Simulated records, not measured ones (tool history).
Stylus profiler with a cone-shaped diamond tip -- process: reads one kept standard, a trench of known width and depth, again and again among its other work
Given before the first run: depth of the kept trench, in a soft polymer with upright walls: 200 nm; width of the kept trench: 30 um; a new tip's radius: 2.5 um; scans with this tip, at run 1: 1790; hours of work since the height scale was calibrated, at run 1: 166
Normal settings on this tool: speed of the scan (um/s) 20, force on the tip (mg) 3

| run | day | speed of the scan (um/s) | force on the tip (mg) | scans with this tip | hours of work since the height scale was calibrated | depth of the trench (Å) | width of the trench's floor (µm) |
|---|---|---|---|---|---|---|---|
| 1 | 0 | 20 | 3 | 1790 | 166 | 2037.7 | 27.8 |
| 2 | 0.821 | 20 | 3 | 1933 | 180 | 2037.1 | 27.8 |
| 3 | 2.342 | 20 | 3 | 2198 | 204 | 2037.9 | 27.78 |
| 4 | 3.625 | 20 | 3 | 2422 | 225 | 2037.8 | 27.73 |
| 5 | 4.429 | 18 | 3 | 2562 | 238 | 2037.6 | 27.8 |
| 6 | 6.292 | 18 | 3 | 2886 | 268 | 2038.2 | 27.77 |
| 7 | 7.258 | 18 | 3 | 3055 | 284 | 2038.2 | 27.7 |
| 8 | 9.175 | 20 | 3.49 | 3389 | 315 | 2042.1 | 27.72 |
| 9 | 10.929 | 53 | 3.49 | 3694 | 343 | 2042.3 | 27.59 |
| 10 | 12.825 | 16 | 3 | 4024 | 374 | 2038.2 | 27.68 |
| 11 | 13.821 | 16 | 3 | 4198 | 390 | 2038.2 | 27.63 |
| 12 | 15.692 | 79 | 3 | 4524 | 420 | 2037.9 | 27.26 |
| 13 | 17.179 | 79 | 3 | 4783 | 444 | 2038.7 | 27.26 |
| 14 | 18.346 | 79 | 3 | 4986 | 463 | 2038.8 | 27.26 |
| 15 | 19.383 | 79 | 3 | 5167 | 480 | 2039.1 | 27.25 |
| 16 | 20.358 | 20 | 4.97 | 5337 | 496 | 2054.1 | 27.61 |
| 17 | 21.3 | 20 | 3 | 5501 | 511 | 2038.9 | 27.54 |
|  | 21.421 | height scale calibrated on a step standard |
| 18 | 23.058 | 20 | 3 | 5804 | 27 | 2039.7 | 27.62 |
| 19 | 24.829 | 58 | 8.61 | 6112 | 55 | 2077.6 | 27.43 |
| 20 | 26.417 | 36 | 4.76 | 6389 | 81 | 2053.6 | 27.46 |
| 21 | 28.029 | 36 | 4.76 | 6669 | 107 | 2053.3 | 27.41 |
| 22 | 29.925 | 19 | 3.08 | 6999 | 138 | 2040.5 | 27.48 |
| 23 | 31.338 | 19 | 3.08 | 7246 | 161 | 2040.9 | 27.42 |
|  | 31.512 | height scale calibrated on a step standard, once more |
| 24 | 32.588 | 54 | 3 | 7460 | 17 | 2036.6 | 27.26 |
| 25 | 34.3 | 54 | 3 | 7759 | 45 | 2036.1 | 27.26 |
| 26 | 35.512 | 54 | 3 | 7970 | 65 | 2037 | 27.2 |
| 27 | 36.562 | 50 | 3.71 | 8152 | 82 | 2042.5 | 27.24 |
| 28 | 38.496 | 67 | 7.45 | 8490 | 113 | 2068 | 27.24 |
| 29 | 39.308 | 50 | 4.42 | 8631 | 126 | 2048.5 | 27.26 |
| 30 | 41.208 | 6 | 1.99 | 8962 | 157 | 2028.2 | 27.45 |
| 31 | 42.838 | 5 | 3.25 | 9246 | 183 | 2039.6 | 27.44 |
| 32 | 44.55 | 13 | 1.66 | 9544 | 211 | 2025.7 | 27.34 |
| 33 | 46.362 | 13 | 1.66 | 9859 | 240 | 2025.2 | 27.34 |
| 34 | 47.8 | 6 | 3.89 | 10110 | 264 | 2044.8 | 27.4 |
| 35 | 48.704 | 8 | 2.35 | 10268 | 278 | 2031.8 | 27.34 |
| 36 | 50.533 | 24 | 3.95 | 10586 | 308 | 2044.9 | 27.32 |

Consider 5 possible next runs. They are alternatives, not a sequence: every one starts from the tool as it was left by run 36. What does each give?
| A | 52.075 | 21 | 3 | 10855 | 333 | ? | ? |
| B | 52.075 | 17 | 1.23 | 10855 | 333 | ? | ? |
| C | 52.075 | 9 | 1.09 | 10855 | 333 | ? | ? |
| D | 52.075 | 6 | 3.3 | 10855 | 333 | ? | ? |
| E | 52.075 | 10 | 3.95 | 10855 | 333 | ? | ? |

| run | depth of the trench (Å) | width of the trench's floor (µm) |
|---|---|---|
| A | 2037.7 | 27.31 |
| B | 2021.6 | 27.25 |
| C | 2019.4 | 27.31 |
| D | 2040.2 | 27.32 |
| E | 2045 | 27.31 |
Take away the tool's hidden state, keep each run's random variation, and the runs would have read:
| run | depth of the trench (Å) | width of the trench's floor (µm) |
|---|---|---|
| A | 2037.1 | 27.98 |
| B | 2021 | 27.92 |
| C | 2018.7 | 27.98 |
| D | 2039.6 | 27.98 |
| E | 2044.4 | 27.97 |

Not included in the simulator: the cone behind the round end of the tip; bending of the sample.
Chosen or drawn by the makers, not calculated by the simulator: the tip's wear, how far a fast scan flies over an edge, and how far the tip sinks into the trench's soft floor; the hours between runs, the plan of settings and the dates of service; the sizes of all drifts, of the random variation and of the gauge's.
